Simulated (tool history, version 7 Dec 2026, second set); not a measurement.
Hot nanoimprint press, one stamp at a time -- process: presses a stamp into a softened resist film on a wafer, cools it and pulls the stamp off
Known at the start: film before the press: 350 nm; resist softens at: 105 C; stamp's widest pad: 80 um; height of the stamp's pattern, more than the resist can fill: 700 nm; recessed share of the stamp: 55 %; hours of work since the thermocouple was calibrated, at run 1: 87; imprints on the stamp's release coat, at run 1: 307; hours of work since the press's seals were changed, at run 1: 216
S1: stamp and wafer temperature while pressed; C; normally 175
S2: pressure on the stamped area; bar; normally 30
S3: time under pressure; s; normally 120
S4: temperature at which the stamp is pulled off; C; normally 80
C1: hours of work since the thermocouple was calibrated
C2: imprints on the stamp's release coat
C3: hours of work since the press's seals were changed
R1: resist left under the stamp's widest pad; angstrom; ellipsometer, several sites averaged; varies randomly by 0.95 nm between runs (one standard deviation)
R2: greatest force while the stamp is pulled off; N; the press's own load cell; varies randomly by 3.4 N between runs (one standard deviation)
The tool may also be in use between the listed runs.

run,day,S1,S2,S3,S4,C1,C2,C3,R1,R2
1,0,175,30,120,80,87,307,216,1613,215
2,0.517,175,30,120,80,95,356,224,1645,224
3,1.038,175,30,120,80,103,406,232,1638,224
4,1.533,175,30,120,87,111,453,240,1645,179
5,1.871,175,30,152,80,116,485,245,1522,231
6,2.212,175,30,152,80,122,517,251,1514,224
7,2.646,175,30,120,80,128,558,258,1668,221
8,3.075,175,30,120,80,135,599,264,1667,230
9,3.483,175,25.5,120,80,142,637,271,1782,232
10,3.817,175,25.5,120,80,147,669,276,1778,232
11,4.496,170,30,120,80,157,733,287,2084,235
12,4.888,170,30,120,80,164,770,293,2068,234
13,5.429,175,30,128,72,172,822,301,1626,290
14,5.762,175,30,128,72,178,853,307,1620,276
15,6.183,175,30,128,72,184,893,313,1625,282
16,6.621,175,30,128,72,191,934,320,1631,291
17,7.038,184,30,128,72,198,974,327,1104,289
18,7.692,175,18.6,60,87,208,1036,337,2476,200

Run 19 comes next. What will it give?
19,8.021,175,18.6,96,70,213,1067,342,?,?

Run 19 measured R1 2208 angstrom, R2 302 N.
Minus the tool's unlogged condition, the same run would have read R1 2151 angstrom, R2 279 N.
